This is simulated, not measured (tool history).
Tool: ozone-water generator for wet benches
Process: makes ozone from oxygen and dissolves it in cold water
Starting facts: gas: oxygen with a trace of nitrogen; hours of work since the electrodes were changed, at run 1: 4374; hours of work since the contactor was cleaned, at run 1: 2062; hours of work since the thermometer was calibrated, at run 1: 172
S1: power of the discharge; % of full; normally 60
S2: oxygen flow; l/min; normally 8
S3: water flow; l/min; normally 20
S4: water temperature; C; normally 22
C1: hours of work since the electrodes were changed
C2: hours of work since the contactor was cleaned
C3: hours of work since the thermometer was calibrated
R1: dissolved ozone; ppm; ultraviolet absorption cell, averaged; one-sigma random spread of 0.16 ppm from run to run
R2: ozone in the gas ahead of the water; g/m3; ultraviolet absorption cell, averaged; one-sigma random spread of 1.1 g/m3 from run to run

{"run": 1, "day": 0.0, "S1": 60, "S2": 8, "S3": 20, "S4": 22, "C1": 4374, "C2": 2062, "C3": 172, "R1": 17.8, "R2": 176.9}
{"run": 2, "day": 4.367, "S1": 60, "S2": 8, "S3": 20, "S4": 22, "C1": 4462, "C2": 2150, "C3": 260, "R1": 17.8, "R2": 176.9}
{"run": 3, "day": 8.458, "S1": 60, "S2": 7, "S3": 20, "S4": 22, "C1": 4544, "C2": 2233, "C3": 342, "R1": 18.2, "R2": 194.6}
{"run": 4, "day": 16.262, "S1": 60, "S2": 7, "S3": 20, "S4": 22, "C1": 4701, "C2": 2390, "C3": 499, "R1": 18.2, "R2": 193.7}
{"run": 5, "day": 21.058, "S1": 60, "S2": 7, "S3": 20, "S4": 22, "C1": 4798, "C2": 2486, "C3": 596, "R1": 18.1, "R2": 191.5}
{"run": 6, "day": 27.658, "S1": 60, "S2": 8, "S3": 20, "S4": 16, "C1": 4930, "C2": 2619, "C3": 728, "R1": 19.4, "R2": 176}
{"run": 7, "day": 35.975, "S1": 60, "S2": 8, "S3": 20, "S4": 16, "C1": 5098, "C2": 2786, "C3": 896, "R1": 19.5, "R2": 174.2}
{"run": 8, "day": 44.325, "S1": 60, "S2": 4.86, "S3": 20, "S4": 24, "C1": 5265, "C2": 2954, "C3": 1064, "R1": 18.5, "R2": 244}
{"run": 9, "day": 51.562, "S1": 50, "S2": 5.07, "S3": 20, "S4": 22, "C1": 5411, "C2": 3099, "C3": 1209, "R1": 16.6, "R2": 208.4}
{"run": 10, "day": 58.117, "S1": 46, "S2": 4.35, "S3": 15, "S4": 22, "C1": 5543, "C2": 3231, "C3": 1341, "R1": 20.8, "R2": 220.9}
{"day": 58.504, "done": "water thermometer calibrated"}
{"run": 11, "day": 65.05, "S1": 60, "S2": 4.94, "S3": 14, "S4": 15, "C1": 5682, "C2": 3370, "C3": 132, "R1": 28.7, "R2": 238.3}
{"run": 12, "day": 69.142, "S1": 60, "S2": 10.72, "S3": 27, "S4": 16, "C1": 5764, "C2": 3453, "C3": 214, "R1": 13.2, "R2": 140.2}
{"run": 13, "day": 74.875, "S1": 76, "S2": 8, "S3": 20, "S4": 26, "C1": 5879, "C2": 3568, "C3": 329, "R1": 18.1, "R2": 199.4}
{"run": 14, "day": 80.446, "S1": 51, "S2": 5.9, "S3": 28, "S4": 19, "C1": 5991, "C2": 3680, "C3": 441, "R1": 11.9, "R2": 189.2}

Forecast each of these 4 alternatives for the next run:
{"run": "A", "day": 86.696, "S1": 91, "S2": 8, "S3": 20, "S4": 22, "C1": 6117, "C2": 3806, "C3": 567, "R1": "?", "R2": "?"}
{"run": "B", "day": 86.696, "S1": 82, "S2": 5.9, "S3": 28, "S4": 19, "C1": 6117, "C2": 3806, "C3": 567, "R1": "?", "R2": "?"}
{"run": "C", "day": 86.696, "S1": 99, "S2": 7.58, "S3": 28, "S4": 17, "C1": 6117, "C2": 3806, "C3": 567, "R1": "?", "R2": "?"}
{"run": "D", "day": 86.696, "S1": 51, "S2": 11.73, "S3": 28, "S4": 19, "C1": 6117, "C2": 3806, "C3": 567, "R1": "?", "R2": "?"}

run=A R1=22 R2=220.6
run=B R1=16.7 R2=257.2
run=C R1=18.5 R2=243.1
run=D R1=10.7 R2=116.2
With the hidden condition removed and each run's random variation left untouched, the same runs would have given:
run=A R1=29.4 R2=280.3
run=B R1=22 R2=322.2
run=C R1=25.3 R2=313.1
run=D R1=13.2 R2=135.6

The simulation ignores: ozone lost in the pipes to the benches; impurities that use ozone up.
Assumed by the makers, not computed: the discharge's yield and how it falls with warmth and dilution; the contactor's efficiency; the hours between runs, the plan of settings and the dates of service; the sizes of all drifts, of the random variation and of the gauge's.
